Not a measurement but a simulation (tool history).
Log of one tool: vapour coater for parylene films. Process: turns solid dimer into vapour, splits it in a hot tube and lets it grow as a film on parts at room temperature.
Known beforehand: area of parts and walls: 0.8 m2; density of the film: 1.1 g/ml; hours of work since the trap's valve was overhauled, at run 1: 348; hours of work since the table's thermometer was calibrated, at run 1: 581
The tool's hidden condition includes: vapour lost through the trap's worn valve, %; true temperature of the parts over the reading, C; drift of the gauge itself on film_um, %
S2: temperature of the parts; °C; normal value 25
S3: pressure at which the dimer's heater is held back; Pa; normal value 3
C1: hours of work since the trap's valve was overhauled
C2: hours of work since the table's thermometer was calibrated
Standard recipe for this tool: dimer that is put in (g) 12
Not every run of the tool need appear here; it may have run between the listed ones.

run 1 hour=0 | dimer_that_is_put_in_(g)=12 S2=25 S3=3 | C1=348 C2=581 | thickness_of_the_film_(µm)=12.09
run 2 hour=15.4 | dimer_that_is_put_in_(g)=12 S2=25 S3=3 | C1=360 C2=594 | thickness_of_the_film_(µm)=12.12
run 3 hour=45.5 | dimer_that_is_put_in_(g)=12 S2=25 S3=3 | C1=384 C2=618 | thickness_of_the_film_(µm)=12.15
run 4 hour=68.5 | dimer_that_is_put_in_(g)=7 S2=25 S3=3 | C1=402 C2=636 | thickness_of_the_film_(µm)=7.12
run 5 hour=102.2 | dimer_that_is_put_in_(g)=7 S2=25 S3=3 | C1=429 C2=663 | thickness_of_the_film_(µm)=7.06
run 6 hour=120.8 | dimer_that_is_put_in_(g)=7 S2=25 S3=3 | C1=444 C2=678 | thickness_of_the_film_(µm)=7.14
-- hour=141.8 trap's valve overhauled
run 7 hour=157.8 | dimer_that_is_put_in_(g)=7 S2=25 S3=3 | C1=13 C2=704 | thickness_of_the_film_(µm)=7.04
run 8 hour=180.1 | dimer_that_is_put_in_(g)=7 S2=35 S3=3 | C1=31 C2=722 | thickness_of_the_film_(µm)=6.11
run 9 hour=214.1 | dimer_that_is_put_in_(g)=7 S2=35 S3=3 | C1=58 C2=750 | thickness_of_the_film_(µm)=6.07
run 10 hour=232.1 | dimer_that_is_put_in_(g)=12 S2=25 S3=3 | C1=72 C2=764 | thickness_of_the_film_(µm)=12.2
run 11 hour=249.2 | dimer_that_is_put_in_(g)=12 S2=25 S3=3 | C1=86 C2=778 | thickness_of_the_film_(µm)=12.24
run 12 hour=268.6 | dimer_that_is_put_in_(g)=12 S2=25 S3=3 | C1=102 C2=793 | thickness_of_the_film_(µm)=12.24
run 13 hour=301.7 | dimer_that_is_put_in_(g)=12 S2=25 S3=3 | C1=128 C2=820 | thickness_of_the_film_(µm)=12.26
run 14 hour=321.4 | dimer_that_is_put_in_(g)=12 S2=25 S3=3 | C1=144 C2=835 | thickness_of_the_film_(µm)=12.31
run 15 hour=348.2 | dimer_that_is_put_in_(g)=12 S2=24 S3=3 | C1=165 C2=857 | thickness_of_the_film_(µm)=12.22
run 16 hour=362.5 | dimer_that_is_put_in_(g)=12 S2=24 S3=3.87 | C1=177 C2=868 | thickness_of_the_film_(µm)=11.62
run 17 hour=381.5 | dimer_that_is_put_in_(g)=12 S2=24 S3=3.87 | C1=192 C2=883 | thickness_of_the_film_(µm)=11.75
run 18 hour=400.2 | dimer_that_is_put_in_(g)=12 S2=25 S3=4.32 | C1=207 C2=898 | thickness_of_the_film_(µm)=11.25
run 19 hour=417.4 | dimer_that_is_put_in_(g)=12 S2=25 S3=4.32 | C1=221 C2=912 | thickness_of_the_film_(µm)=11.13
run 20 hour=450.6 | dimer_that_is_put_in_(g)=5 S2=25 S3=3 | C1=247 C2=939 | thickness_of_the_film_(µm)=5.08
run 21 hour=471.1 | dimer_that_is_put_in_(g)=5 S2=25 S3=3 | C1=264 C2=955 | thickness_of_the_film_(µm)=5.05
run 22 hour=487.9 | dimer_that_is_put_in_(g)=12 S2=19 S3=3 | C1=277 C2=969 | thickness_of_the_film_(µm)=13.33
run 23 hour=515.5 | dimer_that_is_put_in_(g)=12 S2=19 S3=11.19 | C1=299 C2=991 | thickness_of_the_film_(µm)=9.88
run 24 hour=547.5 | dimer_that_is_put_in_(g)=12 S2=19 S3=5.95 | C1=325 C2=1016 | thickness_of_the_film_(µm)=11.49
run 25 hour=568.5 | dimer_that_is_put_in_(g)=12 S2=19 S3=5.95 | C1=341 C2=1033 | thickness_of_the_film_(µm)=11.5
run 26 hour=597.4 | dimer_that_is_put_in_(g)=12 S2=19 S3=5.95 | C1=365 C2=1056 | thickness_of_the_film_(µm)=11.53
run 27 hour=619.4 | dimer_that_is_put_in_(g)=10 S2=33 S3=4.49 | C1=382 C2=1074 | thickness_of_the_film_(µm)=8.18
run 28 hour=644.1 | dimer_that_is_put_in_(g)=12 S2=25 S3=6.6 | C1=402 C2=1094 | thickness_of_the_film_(µm)=10.19
run 29 hour=665.5 | dimer_that_is_put_in_(g)=12 S2=25 S3=6.6 | C1=419 C2=1111 | thickness_of_the_film_(µm)=10.17
run 30 hour=700.3 | dimer_that_is_put_in_(g)=12 S2=29 S3=10.25 | C1=447 C2=1139 | thickness_of_the_film_(µm)=8.65
-- hour=718.8 trap's valve overhauled
run 31 hour=736.7 | dimer_that_is_put_in_(g)=19 S2=30 S3=2.36 | C1=14 C2=1165 | thickness_of_the_film_(µm)=18.75
run 32 hour=770.5 | dimer_that_is_put_in_(g)=19 S2=30 S3=2.36 | C1=41 C2=1192 | thickness_of_the_film_(µm)=18.8
run 33 hour=791 | dimer_that_is_put_in_(g)=19 S2=30 S3=2.36 | C1=58 C2=1208 | thickness_of_the_film_(µm)=18.82
run 34 hour=806.3 | dimer_that_is_put_in_(g)=16 S2=25 S3=2.07 | C1=70 C2=1220 | thickness_of_the_film_(µm)=17.76
run 35 hour=833.2 | dimer_that_is_put_in_(g)=6 S2=23 S3=3.65 | C1=92 C2=1242 | thickness_of_the_film_(µm)=6.05
run 36 hour=856.6 | dimer_that_is_put_in_(g)=6 S2=23 S3=3.65 | C1=110 C2=1261 | thickness_of_the_film_(µm)=5.97
run 37 hour=887.8 | dimer_that_is_put_in_(g)=9 S2=20 S3=3.65 | C1=135 C2=1286 | thickness_of_the_film_(µm)=9.56
run 38 hour=917.6 | dimer_that_is_put_in_(g)=6 S2=19 S3=5.13 | C1=159 C2=1309 | thickness_of_the_film_(µm)=5.94
run 39 hour=932.1 | dimer_that_is_put_in_(g)=17 S2=19 S3=2.96 | C1=171 C2=1321 | thickness_of_the_film_(µm)=19.01
run 40 hour=954.3 | dimer_that_is_put_in_(g)=17 S2=19 S3=2.96 | C1=189 C2=1339 | thickness_of_the_film_(µm)=18.96
run 41 hour=985.4 | dimer_that_is_put_in_(g)=12 S2=19 S3=2.6 | C1=213 C2=1364 | thickness_of_the_film_(µm)=13.33
run 42 hour=1006.9 | dimer_that_is_put_in_(g)=12 S2=22 S3=2.19 | C1=231 C2=1381 | thickness_of_the_film_(µm)=13.28
run 43 hour=1031.4 | dimer_that_is_put_in_(g)=8 S2=25 S3=3.89 | C1=250 C2=1400 | thickness_of_the_film_(µm)=7.63
run 44 hour=1058.1 | dimer_that_is_put_in_(g)=8 S2=25 S3=3.89 | C1=272 C2=1422 | thickness_of_the_film_(µm)=7.64
run 45 hour=1078.5 | dimer_that_is_put_in_(g)=9 S2=35 S3=3.45 | C1=288 C2=1438 | thickness_of_the_film_(µm)=7.53
run 46 hour=1102.1 | dimer_that_is_put_in_(g)=15 S2=19 S3=4.76 | C1=307 C2=1457 | thickness_of_the_film_(µm)=15.22
run 47 hour=1127 | dimer_that_is_put_in_(g)=5 S2=21 S3=2.57 | C1=327 C2=1477 | thickness_of_the_film_(µm)=5.55

Hidden state at the last listed run before each entry between runs and at the first one after, where it differs:
After run 6, before run 7: trap's valve overhauled (hour 141.8)
  vapour lost through the trap's worn valve, %: 0.3 -> 0
After run 30, before run 31: trap's valve overhauled (hour 718.8)
  vapour lost through the trap's worn valve, %: 0.3 -> 0
